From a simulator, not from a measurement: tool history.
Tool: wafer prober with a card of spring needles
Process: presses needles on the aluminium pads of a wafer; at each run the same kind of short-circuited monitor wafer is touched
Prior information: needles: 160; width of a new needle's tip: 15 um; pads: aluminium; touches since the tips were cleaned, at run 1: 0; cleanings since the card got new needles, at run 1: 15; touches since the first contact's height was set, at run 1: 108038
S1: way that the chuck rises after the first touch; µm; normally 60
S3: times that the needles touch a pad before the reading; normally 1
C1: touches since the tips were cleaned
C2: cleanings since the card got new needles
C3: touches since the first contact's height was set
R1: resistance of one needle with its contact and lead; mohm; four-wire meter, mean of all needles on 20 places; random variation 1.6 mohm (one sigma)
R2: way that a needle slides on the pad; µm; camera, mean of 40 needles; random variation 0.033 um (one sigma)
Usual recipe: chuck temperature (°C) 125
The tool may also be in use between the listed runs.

{"run": 1, "day": 0.0, "S1": 60, "chuck temperature (°C)": 125, "S3": 1, "C1": 0, "C2": 15, "C3": 108038, "R1": 183, "R2": 8.18}
{"run": 2, "day": 0.288, "S1": 60, "chuck temperature (°C)": 125, "S3": 1, "C1": 1668, "C2": 15, "C3": 109706, "R1": 316, "R2": 8.2}
{"run": 3, "day": 0.6, "S1": 60, "chuck temperature (°C)": 125, "S3": 3, "C1": 3486, "C2": 15, "C3": 111524, "R1": 246, "R2": 8.25}
{"run": 4, "day": 0.988, "S1": 60, "chuck temperature (°C)": 125, "S3": 3, "C1": 5726, "C2": 15, "C3": 113764, "R1": 259, "R2": 8.22}
{"day": 1.133, "done": "tips cleaned on abrasive film"}
{"run": 5, "day": 1.567, "S1": 60, "chuck temperature (°C)": 88, "S3": 1, "C1": 2501, "C2": 16, "C3": 117085, "R1": 370, "R2": 8.21}
{"run": 6, "day": 2.083, "S1": 56, "chuck temperature (°C)": 88, "S3": 1, "C1": 5499, "C2": 16, "C3": 120083, "R1": 497, "R2": 7.54}
{"day": 2.283, "done": "tips cleaned on abrasive film"}
{"run": 7, "day": 2.625, "S1": 56, "chuck temperature (°C)": 88, "S3": 1, "C1": 1989, "C2": 17, "C3": 123209, "R1": 356, "R2": 7.64}
{"run": 8, "day": 3.204, "S1": 60, "chuck temperature (°C)": 125, "S3": 1, "C1": 5347, "C2": 17, "C3": 126567, "R1": 441, "R2": 8.19}
{"day": 3.45, "done": "tips cleaned on abrasive film"}
{"run": 9, "day": 3.675, "S1": 60, "chuck temperature (°C)": 125, "S3": 2, "C1": 1310, "C2": 18, "C3": 129264, "R1": 237, "R2": 8.21}
{"run": 10, "day": 4.038, "S1": 60, "chuck temperature (°C)": 125, "S3": 1, "C1": 3425, "C2": 18, "C3": 131379, "R1": 399, "R2": 8.17}
{"run": 11, "day": 4.321, "S1": 60, "chuck temperature (°C)": 125, "S3": 1, "C1": 5060, "C2": 18, "C3": 133014, "R1": 438, "R2": 8.12}
{"day": 4.604, "done": "tips cleaned on abrasive film"}
{"run": 12, "day": 4.896, "S1": 60, "chuck temperature (°C)": 125, "S3": 1, "C1": 1693, "C2": 19, "C3": 136333, "R1": 321, "R2": 8.12}
{"run": 13, "day": 5.492, "S1": 60, "chuck temperature (°C)": 125, "S3": 1, "C1": 5133, "C2": 19, "C3": 139773, "R1": 444, "R2": 8.16}
{"day": 5.788, "done": "tips cleaned on abrasive film"}
{"run": 14, "day": 5.983, "S1": 60, "chuck temperature (°C)": 125, "S3": 1, "C1": 1142, "C2": 20, "C3": 142603, "R1": 290, "R2": 8.1}
{"run": 15, "day": 6.538, "S1": 58, "chuck temperature (°C)": 125, "S3": 1, "C1": 4359, "C2": 20, "C3": 145820, "R1": 447, "R2": 7.84}
{"day": 6.954, "done": "tips cleaned on abrasive film"}
{"run": 16, "day": 6.971, "S1": 58, "chuck temperature (°C)": 125, "S3": 1, "C1": 85, "C2": 21, "C3": 148295, "R1": 197, "R2": 7.81}
{"run": 17, "day": 7.262, "S1": 58, "chuck temperature (°C)": 125, "S3": 1, "C1": 1774, "C2": 21, "C3": 149984, "R1": 343, "R2": 7.88}
{"run": 18, "day": 7.542, "S1": 58, "chuck temperature (°C)": 125, "S3": 1, "C1": 3401, "C2": 21, "C3": 151611, "R1": 419, "R2": 7.83}
{"run": 19, "day": 7.892, "S1": 65, "chuck temperature (°C)": 103, "S3": 1, "C1": 5425, "C2": 21, "C3": 153635, "R1": 411, "R2": 8.85}
{"day": 8.129, "done": "tips cleaned on abrasive film"}
{"day": 8.225, "done": "height of the first contact set anew"}
{"run": 20, "day": 8.471, "S1": 61, "chuck temperature (°C)": 125, "S3": 1, "C1": 1891, "C2": 22, "C3": 1416, "R1": 314, "R2": 8.5}
{"run": 21, "day": 8.788, "S1": 61, "chuck temperature (°C)": 125, "S3": 1, "C1": 3730, "C2": 22, "C3": 3255, "R1": 388, "R2": 8.49}
{"run": 22, "day": 9.108, "S1": 76, "chuck temperature (°C)": 60, "S3": 1, "C1": 5586, "C2": 22, "C3": 5111, "R1": 339, "R2": 10.58}
{"day": 9.279, "done": "tips cleaned on abrasive film"}
{"run": 23, "day": 9.567, "S1": 59, "chuck temperature (°C)": 60, "S3": 3, "C1": 1664, "C2": 23, "C3": 7746, "R1": 213, "R2": 8.17}
{"run": 24, "day": 10.083, "S1": 60, "chuck temperature (°C)": 87, "S3": 2, "C1": 4658, "C2": 23, "C3": 10740, "R1": 317, "R2": 8.3}
{"day": 10.462, "done": "tips cleaned on abrasive film"}
{"run": 25, "day": 10.5, "S1": 60, "chuck temperature (°C)": 37, "S3": 1, "C1": 215, "C2": 24, "C3": 13126, "R1": 180, "R2": 8.33}
{"run": 26, "day": 10.975, "S1": 66, "chuck temperature (°C)": 115, "S3": 2, "C1": 2987, "C2": 24, "C3": 15898, "R1": 267, "R2": 9.05}
{"run": 27, "day": 11.35, "S1": 44, "chuck temperature (°C)": 115, "S3": 1, "C1": 5147, "C2": 24, "C3": 18058, "R1": 664, "R2": 6.09}
{"day": 11.6, "done": "tips cleaned on abrasive film"}
{"run": 28, "day": 11.721, "S1": 46, "chuck temperature (°C)": 63, "S3": 2, "C1": 719, "C2": 25, "C3": 20200, "R1": 251, "R2": 6.36}
{"run": 29, "day": 12.371, "S1": 46, "chuck temperature (°C)": 63, "S3": 2, "C1": 4482, "C2": 25, "C3": 23963, "R1": 445, "R2": 6.32}
{"run": 30, "day": 12.671, "S1": 68, "chuck temperature (°C)": 39, "S3": 2, "C1": 6225, "C2": 25, "C3": 25706, "R1": 300, "R2": 9.35}
{"day": 12.775, "done": "tips cleaned on abrasive film"}
{"run": 31, "day": 13.275, "S1": 68, "chuck temperature (°C)": 39, "S3": 2, "C1": 2888, "C2": 26, "C3": 29167, "R1": 256, "R2": 9.31}
{"run": 32, "day": 13.875, "S1": 68, "chuck temperature (°C)": 39, "S3": 2, "C1": 6382, "C2": 26, "C3": 32661, "R1": 302, "R2": 9.42}
{"day": 13.908, "done": "tips cleaned on abrasive film"}
{"run": 33, "day": 14.329, "S1": 68, "chuck temperature (°C)": 39, "S3": 2, "C1": 2448, "C2": 27, "C3": 35271, "R1": 248, "R2": 9.36}
{"run": 34, "day": 14.938, "S1": 68, "chuck temperature (°C)": 39, "S3": 2, "C1": 5959, "C2": 27, "C3": 38782, "R1": 298, "R2": 9.42}
{"day": 15.062, "done": "tips cleaned on abrasive film"}
{"run": 35, "day": 15.212, "S1": 58, "chuck temperature (°C)": 91, "S3": 2, "C1": 876, "C2": 28, "C3": 40359, "R1": 225, "R2": 8.01}

Per-run results on a tool with no hidden state, each run keeping its own random variation:
Hidden state present: debris on the tips, nm; way that the needles fall short of the set height, um; tips' diameter, um; drift of the gauge itself on contact_mohm, %; drift of the gauge itself on scrub_um, %.
run=1 R1=153 R2=8.34
run=2 R1=155 R2=8.35
run=3 R1=158 R2=8.41
run=4 R1=156 R2=8.38
run=5 R1=151 R2=8.38
run=6 R1=152 R2=7.71
run=7 R1=151 R2=7.82
run=8 R1=158 R2=8.37
run=9 R1=155 R2=8.39
run=10 R1=157 R2=8.36
run=11 R1=156 R2=8.31
run=12 R1=154 R2=8.32
run=13 R1=159 R2=8.36
run=14 R1=155 R2=8.31
run=15 R1=158 R2=8.06
run=16 R1=157 R2=8.03
run=17 R1=156 R2=8.10
run=18 R1=157 R2=8.06
run=19 R1=149 R2=9.07
run=20 R1=155 R2=8.50
run=21 R1=154 R2=8.49
run=22 R1=135 R2=10.58
run=23 R1=144 R2=8.19
run=24 R1=146 R2=8.31
run=25 R1=140 R2=8.36
run=26 R1=153 R2=9.08
run=27 R1=167 R2=6.11
run=28 R1=152 R2=6.40
run=29 R1=155 R2=6.36
run=30 R1=136 R2=9.39
run=31 R1=138 R2=9.37
run=32 R1=137 R2=9.47
run=33 R1=137 R2=9.42
run=34 R1=136 R2=9.49
run=35 R1=150 R2=8.09
